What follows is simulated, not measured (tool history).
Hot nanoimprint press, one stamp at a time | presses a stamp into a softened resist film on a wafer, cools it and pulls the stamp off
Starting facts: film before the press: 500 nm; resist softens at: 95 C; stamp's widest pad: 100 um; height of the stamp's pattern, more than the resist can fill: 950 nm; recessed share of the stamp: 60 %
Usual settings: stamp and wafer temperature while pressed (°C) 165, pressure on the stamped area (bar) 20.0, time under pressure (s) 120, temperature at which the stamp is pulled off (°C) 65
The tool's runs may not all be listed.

run   hour  stamp and wafer temperature while pressed (°C)  pressure on the stamped area (bar)  time under pressure (s)  temperature at which the stamp is pulled off (°C)  resist left under the stamp's widest pad (angstrom)  greatest force while the stamp is pulled off (N)
  1    0.0                                             165                                20.0                      120                                                 65                                                 2361                                               188
  2   21.2                                             165                                20.0                      120                                                 65                                                 2351                                               182
  3   65.2                                             165                                20.0                      120                                                 65                                                 2359                                               201
  4   98.8                                             165                                20.0                      120                                                 65                                                 2376                                               212
     134.2  -- stamp cleaned and given a new release coat
  5  152.4                                             165                                20.0                      120                                                 65                                                 2370                                               136
  6  172.3                                             165                                20.0                      120                                                 65                                                 2389                                               136
  7  213.0                                             165                                20.0                      120                                                 65                                                 2389                                               138
  8  248.9                                             165                                20.0                      120                                                 65                                                 2393                                               151
  9  282.0                                             165                                20.0                      120                                                 65                                                 2403                                               160
 10  321.0                                             165                                20.0                      227                                                 65                                                 1963                                               174
 11  344.6                                             169                                20.0                       71                                                 72                                                 2618                                               171
 12  378.1                                             163                                21.2                      176                                                 72                                                 2218                                               171
 13  408.3                                             170                                26.8                       79                                                 65                                                 2117                                               195
 14  435.9                                             170                                26.8                       79                                                 65                                                 2116                                               208
 15  478.0                                             170                                26.8                       79                                                 65                                                 2123                                               220

Forecast run 16:
     503.5  -- stamp cleaned and given a new release coat
 16  531.0                                             165                                15.3                       62                                                 65                                                    ?                                                 ?

{"run 16": {"resist left under the stamp's widest pad (angstrom)": 3362, "greatest force while the stamp is pulled off (N)": 137}}
The same run, on a tool lacking any hidden state, would have yielded resist left under the stamp's widest pad (angstrom) 3197, greatest force while the stamp is pulled off (N) 128.
